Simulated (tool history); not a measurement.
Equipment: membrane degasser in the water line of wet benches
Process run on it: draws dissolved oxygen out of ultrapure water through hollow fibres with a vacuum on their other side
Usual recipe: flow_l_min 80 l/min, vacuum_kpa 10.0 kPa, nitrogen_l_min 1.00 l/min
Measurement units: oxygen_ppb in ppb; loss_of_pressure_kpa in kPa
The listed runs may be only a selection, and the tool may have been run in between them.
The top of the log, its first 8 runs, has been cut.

| run | hour | flow_l_min | vacuum_kpa | nitrogen_l_min | oxygen_ppb | loss_of_pressure_kpa |
|---|---|---|---|---|---|---|
| 9 | 1072.5 | 80 | 10.0 | 0.73 | 1134.2 | 44.86 |
| 10 | 1245.1 | 80 | 10.0 | 0.73 | 1128.7 | 45.21 |
| 11 | 1341.5 | 80 | 8.0 | 1.00 | 730.0 | 44.93 |
| 12 | 1467.3 | 80 | 8.0 | 1.00 | 734.1 | 45.05 |
| 13 | 1640.4 | 80 | 8.0 | 1.00 | 731.1 | 45.41 |
|  | 1708.2 | membrane cartridge changed |
| 14 | 1793.7 | 80 | 11.4 | 1.00 | 1076.4 | 40.24 |
| 15 | 1927.0 | 80 | 10.0 | 1.00 | 922.6 | 40.34 |
| 16 | 2012.0 | 66 | 10.0 | 1.00 | 793.3 | 33.17 |
|  | 2030.2 | vacuum gauge calibrated |
| 17 | 2116.6 | 66 | 10.0 | 1.00 | 776.3 | 33.33 |
| 18 | 2296.0 | 82 | 12.7 | 1.00 | 1219.0 | 41.40 |
|  | 2318.5 | seals of the vacuum lines changed |
| 19 | 2402.9 | 88 | 10.0 | 1.00 | 979.4 | 44.50 |
| 20 | 2522.5 | 85 | 10.0 | 1.00 | 953.2 | 42.83 |
| 21 | 2644.7 | 85 | 10.0 | 1.00 | 954.7 | 43.31 |
| 22 | 2772.6 | 85 | 10.0 | 1.00 | 952.5 | 42.96 |
| 23 | 2936.9 | 72 | 10.0 | 0.61 | 1108.2 | 36.70 |
| 24 | 3091.1 | 72 | 10.0 | 0.61 | 1105.8 | 36.91 |
| 25 | 3176.0 | 58 | 6.7 | 2.32 | 210.1 | 29.83 |
| 26 | 3302.5 | 101 | 6.7 | 2.32 | 447.1 | 51.55 |
| 27 | 3381.1 | 101 | 6.7 | 2.32 | 443.5 | 51.87 |
| 28 | 3537.7 | 101 | 6.7 | 2.32 | 448.2 | 51.63 |
| 29 | 3636.3 | 101 | 6.7 | 2.32 | 449.1 | 51.84 |
| 30 | 3724.9 | 121 | 9.2 | 2.32 | 804.4 | 62.93 |
| 31 | 3894.8 | 121 | 9.2 | 2.32 | 805.3 | 62.35 |
| 32 | 4011.7 | 80 | 14.7 | 1.15 | 1302.5 | 41.32 |

Below are 4 alternative next runs, each starting from the tool's condition after run 32. Predict each:
| A | 4091.3 | 69 | 16.7 | 2.64 | ? | ? |
| B | 4091.3 | 63 | 7.0 | 2.12 | ? | ? |
| C | 4091.3 | 80 | 10.0 | 1.76 | ? | ? |
| D | 4091.3 | 80 | 10.6 | 1.00 | ? | ? |

| run | oxygen_ppb | loss_of_pressure_kpa |
|---|---|---|
| A | 755.1 | 35.35 |
| B | 267.2 | 32.33 |
| C | 646.1 | 41.61 |
| D | 988.2 | 41.55 |
Take away the tool's hidden state, keep each run's random variation, and the runs would have read:
| run | oxygen_ppb | loss_of_pressure_kpa |
|---|---|---|
| A | 744.7 | 34.21 |
| B | 258.3 | 31.29 |
| C | 631.5 | 40.27 |
| D | 974.0 | 40.22 |
